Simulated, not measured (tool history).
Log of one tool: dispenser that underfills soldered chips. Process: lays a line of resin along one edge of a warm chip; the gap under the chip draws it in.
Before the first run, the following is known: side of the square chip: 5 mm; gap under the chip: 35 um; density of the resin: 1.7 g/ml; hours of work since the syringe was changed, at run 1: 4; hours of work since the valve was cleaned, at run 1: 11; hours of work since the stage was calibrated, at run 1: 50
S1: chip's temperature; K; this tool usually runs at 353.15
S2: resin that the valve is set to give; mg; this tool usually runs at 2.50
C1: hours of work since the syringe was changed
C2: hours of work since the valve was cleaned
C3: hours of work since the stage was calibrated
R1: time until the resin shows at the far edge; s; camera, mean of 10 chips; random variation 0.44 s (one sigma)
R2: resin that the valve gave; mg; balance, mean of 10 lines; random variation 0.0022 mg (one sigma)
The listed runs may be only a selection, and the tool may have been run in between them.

run	hour	S1	S2	C1	C2	C3	R1	R2
1	0.0	353.15	2.50	4	11	50	43.6	2.487
2	2.3	353.15	3.15	6	12	51	48.3	3.130
# hour 3.6: new syringe of resin
3	8.0	353.15	2.50	3	16	55	40.1	2.479
4	12.1	353.15	2.50	6	19	57	47.4	2.480
# hour 14.2: new syringe of resin
5	15.4	353.15	2.50	1	20	59	33.8	2.479
6	18.6	353.15	2.50	3	23	62	39.8	2.478
7	23.2	353.15	2.81	6	26	64	47.6	2.780
# hour 24.8: new syringe of resin
8	27.9	353.15	2.81	2	28	67	36.3	2.781
9	31.7	366.15	2.81	4	31	70	27.2	2.776
# hour 35.1: new syringe of resin
10	35.5	366.15	2.81	0	33	72	20.2	2.773
11	39.5	349.15	2.81	3	36	75	43.7	2.772
12	42.2	353.15	2.50	5	37	76	42.8	2.466
# hour 45.6: new syringe of resin
13	45.8	353.15	2.50	0	40	79	31.7	2.462
14	51.4	353.15	2.36	4	43	82	42.2	2.321
15	55.4	350.15	3.02	6	46	85	53.3	2.967
# hour 56.0: new syringe of resin
16	59.2	350.15	3.02	2	48	87	40.3	2.972
17	64.8	349.15	2.75	6	52	91	55.6	2.701
# hour 66.5: new syringe of resin
18	67.7	345.15	2.17	1	53	92	45.7	2.131
19	73.3	346.15	2.56	4	57	96	54.2	2.508
# hour 76.3: dispensing valve cleaned and set on the balance
20	76.6	353.15	2.80	6	0	98	47.2	2.802
# hour 78.1: new syringe of resin
21	79.5	341.15	2.94	1	2	99	50.5	2.939
22	83.4	340.15	2.50	3	4	102	61.8	2.501
23	86.0	356.15	3.15	5	6	103	41.0	3.149
# hour 88.8: new syringe of resin
24	91.6	368.15	2.38	2	10	107	22.5	2.377
25	96.6	367.15	2.91	5	13	110	28.4	2.906

Each row is a separate what-if for the run after 25, all from the same tool condition, not one after another. Results?
# hour 99.4: new syringe of resin
A	102.5	348.15	2.91	2	16	114	?	?
# hour 99.4: new syringe of resin
B	102.5	364.15	2.50	2	16	114	?	?
# hour 99.4: new syringe of resin
C	102.5	356.15	3.20	2	16	114	?	?
# hour 99.4: new syringe of resin
D	102.5	340.15	2.24	2	16	114	?	?

run	R1	R2
A	42.3	2.899
B	25.0	2.493
C	32.4	3.184
D	57.2	2.232
Had the tool no hidden state, the same runs would have come out as:
run	R1	R2
A	38.4	2.908
B	22.6	2.501
C	29.3	3.195
D	51.9	2.240

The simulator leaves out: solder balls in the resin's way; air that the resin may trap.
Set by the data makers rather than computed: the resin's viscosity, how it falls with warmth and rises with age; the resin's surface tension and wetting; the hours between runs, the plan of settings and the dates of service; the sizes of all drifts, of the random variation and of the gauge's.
